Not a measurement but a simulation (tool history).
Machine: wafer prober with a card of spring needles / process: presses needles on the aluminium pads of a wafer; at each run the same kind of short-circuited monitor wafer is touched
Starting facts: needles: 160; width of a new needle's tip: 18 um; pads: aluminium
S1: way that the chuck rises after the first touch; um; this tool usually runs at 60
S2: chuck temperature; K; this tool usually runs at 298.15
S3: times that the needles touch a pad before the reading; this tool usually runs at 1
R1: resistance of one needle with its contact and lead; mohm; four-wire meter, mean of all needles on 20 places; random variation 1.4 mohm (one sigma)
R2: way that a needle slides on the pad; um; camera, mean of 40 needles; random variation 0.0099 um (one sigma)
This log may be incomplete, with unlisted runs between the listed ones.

{"run": 1, "day": 0.0, "S1": 60, "S2": 298.15, "S3": 1, "R1": 162, "R2": 9.486}
{"day": 0.467, "done": "tips cleaned on abrasive film"}
{"day": 0.938, "done": "tips cleaned on abrasive film"}
{"day": 1.404, "done": "tips cleaned on abrasive film"}
{"day": 1.779, "done": "tips cleaned on abrasive film"}
{"run": 2, "day": 1.854, "S1": 60, "S2": 298.15, "S3": 1, "R1": 275, "R2": 9.447}
{"day": 2.229, "done": "tips cleaned on abrasive film"}
{"day": 2.7, "done": "tips cleaned on abrasive film"}
{"day": 2.912, "done": "height of the first contact set anew"}
{"run": 3, "day": 2.912, "S1": 60, "S2": 298.15, "S3": 1, "R1": 413, "R2": 9.589}
{"day": 3.104, "done": "tips cleaned on abrasive film"}
{"day": 3.571, "done": "tips cleaned on abrasive film"}
{"day": 4.042, "done": "tips cleaned on abrasive film"}
{"day": 4.508, "done": "tips cleaned on abrasive film"}
{"run": 4, "day": 4.712, "S1": 60, "S2": 298.15, "S3": 1, "R1": 423, "R2": 9.554}
{"day": 4.904, "done": "tips cleaned on abrasive film"}
{"day": 5.279, "done": "tips cleaned on abrasive film"}
{"day": 5.654, "done": "tips cleaned on abrasive film"}
{"day": 6.029, "done": "tips cleaned on abrasive film"}
{"day": 6.496, "done": "tips cleaned on abrasive film"}
{"day": 6.871, "done": "tips cleaned on abrasive film"}
{"run": 5, "day": 6.9, "S1": 60, "S2": 298.15, "S3": 1, "R1": 212, "R2": 9.504}
{"day": 7.275, "done": "tips cleaned on abrasive film"}
{"day": 7.65, "done": "tips cleaned on abrasive film"}
{"day": 8.121, "done": "tips cleaned on abrasive film"}
{"run": 6, "day": 8.483, "S1": 60, "S2": 298.15, "S3": 1, "R1": 523, "R2": 9.471}
{"day": 8.579, "done": "tips cleaned on abrasive film"}
{"day": 9.05, "done": "tips cleaned on abrasive film"}
{"day": 9.471, "done": "tips cleaned on abrasive film"}
{"run": 7, "day": 9.471, "S1": 60, "S2": 298.15, "S3": 2, "R1": 151, "R2": 9.431}
{"day": 9.846, "done": "tips cleaned on abrasive film"}
{"day": 10.312, "done": "tips cleaned on abrasive film"}
{"day": 10.779, "done": "tips cleaned on abrasive film"}
{"day": 10.792, "done": "height of the first contact set anew"}
{"day": 11.258, "done": "tips cleaned on abrasive film"}
{"run": 8, "day": 11.475, "S1": 60, "S2": 298.15, "S3": 2, "R1": 295, "R2": 9.593}
{"day": 11.662, "done": "tips cleaned on abrasive film"}
{"day": 12.129, "done": "tips cleaned on abrasive film"}
{"day": 12.6, "done": "tips cleaned on abrasive film"}
{"run": 9, "day": 12.892, "S1": 60, "S2": 298.15, "S3": 2, "R1": 338, "R2": 9.535}
{"day": 12.992, "done": "tips cleaned on abrasive film"}
{"day": 13.458, "done": "tips cleaned on abrasive film"}
{"day": 13.925, "done": "tips cleaned on abrasive film"}
{"run": 10, "day": 14.125, "S1": 60, "S2": 298.15, "S3": 2, "R1": 294, "R2": 9.51}
{"day": 14.317, "done": "tips cleaned on abrasive film"}
{"day": 14.783, "done": "tips cleaned on abrasive film"}
{"day": 15.25, "done": "tips cleaned on abrasive film"}
{"day": 15.721, "done": "tips cleaned on abrasive film"}
{"day": 16.188, "done": "tips cleaned on abrasive film"}
{"run": 11, "day": 16.354, "S1": 60, "S2": 298.15, "S3": 3, "R1": 208, "R2": 9.475}
{"day": 16.638, "done": "tips cleaned on abrasive film"}
{"day": 17.012, "done": "tips cleaned on abrasive film"}
{"day": 17.479, "done": "tips cleaned on abrasive film"}
{"day": 17.946, "done": "tips cleaned on abrasive film"}
{"run": 12, "day": 18.175, "S1": 68, "S2": 298.15, "S3": 1, "R1": 376, "R2": 10.731}
{"day": 18.362, "done": "tips cleaned on abrasive film"}
{"day": 18.654, "done": "height of the first contact set anew"}
{"day": 18.75, "done": "tips cleaned on abrasive film"}
{"day": 19.217, "done": "tips cleaned on abrasive film"}
{"day": 19.646, "done": "tips cleaned on abrasive film"}
{"run": 13, "day": 19.646, "S1": 75, "S2": 298.15, "S3": 2, "R1": 134, "R2": 11.956}
{"day": 20.117, "done": "tips cleaned on abrasive film"}
{"day": 20.583, "done": "tips cleaned on abrasive film"}
{"day": 20.979, "done": "tips cleaned on abrasive film"}
{"run": 14, "day": 20.979, "S1": 42, "S2": 298.15, "S3": 2, "R1": 179, "R2": 6.648}
{"day": 21.446, "done": "tips cleaned on abrasive film"}
{"day": 21.825, "done": "tips cleaned on abrasive film"}
{"day": 22.292, "done": "tips cleaned on abrasive film"}
{"run": 15, "day": 22.65, "S1": 73, "S2": 302.15, "S3": 2, "R1": 298, "R2": 11.56}
{"day": 22.75, "done": "tips cleaned on abrasive film"}
{"day": 23.217, "done": "tips cleaned on abrasive film"}
{"day": 23.683, "done": "tips cleaned on abrasive film"}
{"day": 24.154, "done": "tips cleaned on abrasive film"}
{"day": 24.621, "done": "tips cleaned on abrasive film"}
{"run": 16, "day": 24.921, "S1": 73, "S2": 302.15, "S3": 3, "R1": 210, "R2": 11.531}
{"day": 25.017, "done": "tips cleaned on abrasive film"}
{"day": 25.483, "done": "tips cleaned on abrasive film"}
{"day": 25.858, "done": "tips cleaned on abrasive film"}
{"day": 26.329, "done": "tips cleaned on abrasive film"}
{"day": 26.525, "done": "height of the first contact set anew"}
{"run": 17, "day": 26.654, "S1": 73, "S2": 308.15, "S3": 3, "R1": 221, "R2": 11.656}
{"day": 26.754, "done": "tips cleaned on abrasive film"}
{"day": 27.221, "done": "tips cleaned on abrasive film"}
{"day": 27.688, "done": "tips cleaned on abrasive film"}
{"run": 18, "day": 27.7, "S1": 74, "S2": 396.15, "S3": 2, "R1": 164, "R2": 11.795}
{"day": 28.075, "done": "tips cleaned on abrasive film"}
{"day": 28.45, "done": "tips cleaned on abrasive film"}
{"day": 28.917, "done": "tips cleaned on abrasive film"}
{"day": 29.292, "done": "tips cleaned on abrasive film"}
{"run": 19, "day": 29.562, "S1": 67, "S2": 313.15, "S3": 1, "R1": 432, "R2": 10.647}
{"day": 29.754, "done": "tips cleaned on abrasive film"}
{"day": 30.221, "done": "tips cleaned on abrasive film"}
{"day": 30.688, "done": "tips cleaned on abrasive film"}
{"run": 20, "day": 30.896, "S1": 67, "S2": 321.15, "S3": 2, "R1": 277, "R2": 10.616}

Predict the results of run 21:
{"day": 31.088, "done": "tips cleaned on abrasive film"}
{"day": 31.554, "done": "tips cleaned on abrasive film"}
{"day": 32.025, "done": "tips cleaned on abrasive film"}
{"day": 32.4, "done": "tips cleaned on abrasive film"}
{"day": 32.867, "done": "tips cleaned on abrasive film"}
{"run": 21, "day": 33.075, "S1": 67, "S2": 321.15, "S3": 2, "R1": "?", "R2": "?"}

{"run 21": {"R1": 270, "R2": 10.564}}
The same run, on a tool lacking any hidden state, would have yielded R1 126 mohm, R2 10.689 um.

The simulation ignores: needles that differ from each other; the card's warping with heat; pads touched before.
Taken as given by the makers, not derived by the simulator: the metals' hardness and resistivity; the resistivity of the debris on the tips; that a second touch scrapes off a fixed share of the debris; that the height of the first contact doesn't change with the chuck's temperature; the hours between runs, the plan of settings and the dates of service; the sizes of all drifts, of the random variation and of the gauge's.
